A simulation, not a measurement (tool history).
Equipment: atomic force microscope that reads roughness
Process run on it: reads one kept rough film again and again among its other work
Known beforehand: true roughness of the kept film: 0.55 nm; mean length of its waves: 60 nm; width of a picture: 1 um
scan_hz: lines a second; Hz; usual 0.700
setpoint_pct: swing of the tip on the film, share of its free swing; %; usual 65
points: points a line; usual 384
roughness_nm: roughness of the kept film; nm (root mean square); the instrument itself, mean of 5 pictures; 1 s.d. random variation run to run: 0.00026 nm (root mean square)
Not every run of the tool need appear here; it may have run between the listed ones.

| run | day | scan_hz | setpoint_pct | points | roughness_nm |
|---|---|---|---|---|---|
| 1 | 0.000 | 0.700 | 65 | 384 | 0.5345 |
| 2 | 0.558 | 0.700 | 65 | 384 | 0.5339 |
| 3 | 1.221 | 0.700 | 65 | 384 | 0.5332 |
| 4 | 1.750 | 0.700 | 65 | 384 | 0.5327 |
|  | 2.388 | new tip fitted |
| 5 | 2.467 | 0.700 | 65 | 384 | 0.5377 |
| 6 | 3.167 | 0.700 | 65 | 384 | 0.5368 |
| 7 | 3.792 | 0.700 | 65 | 384 | 0.5360 |
| 8 | 4.479 | 0.700 | 65 | 384 | 0.5352 |
| 9 | 5.125 | 0.700 | 65 | 333 | 0.5351 |
| 10 | 5.721 | 0.700 | 65 | 333 | 0.5345 |
| 11 | 6.183 | 1.121 | 57 | 333 | 0.5344 |
| 12 | 6.546 | 1.867 | 57 | 404 | 0.5287 |
| 13 | 6.954 | 1.867 | 57 | 404 | 0.5285 |
| 14 | 7.588 | 0.700 | 61 | 554 | 0.5358 |
| 15 | 8.033 | 0.700 | 61 | 554 | 0.5356 |
|  | 8.317 | new tip fitted |
| 16 | 8.450 | 2.904 | 80 | 766 | 0.4676 |
| 17 | 8.812 | 0.535 | 58 | 384 | 0.5425 |

Branching from run 17: 5 alternative next runs. What would each branch give?
| A | 9.167 | 0.700 | 65 | 339 | ? |
| B | 9.167 | 2.803 | 58 | 856 | ? |
| C | 9.167 | 0.535 | 58 | 548 | ? |
| D | 9.167 | 0.753 | 58 | 495 | ? |
| E | 9.167 | 0.700 | 58 | 384 | ? |

| run | roughness_nm |
|---|---|
| A | 0.5372 |
| B | 0.5238 |
| C | 0.5427 |
| D | 0.5408 |
| E | 0.5412 |
What these runs would have given with no unlogged condition in the tool:
| run | roughness_nm |
|---|---|
| A | 0.5358 |
| B | 0.5225 |
| C | 0.5414 |
| D | 0.5395 |
| E | 0.5398 |

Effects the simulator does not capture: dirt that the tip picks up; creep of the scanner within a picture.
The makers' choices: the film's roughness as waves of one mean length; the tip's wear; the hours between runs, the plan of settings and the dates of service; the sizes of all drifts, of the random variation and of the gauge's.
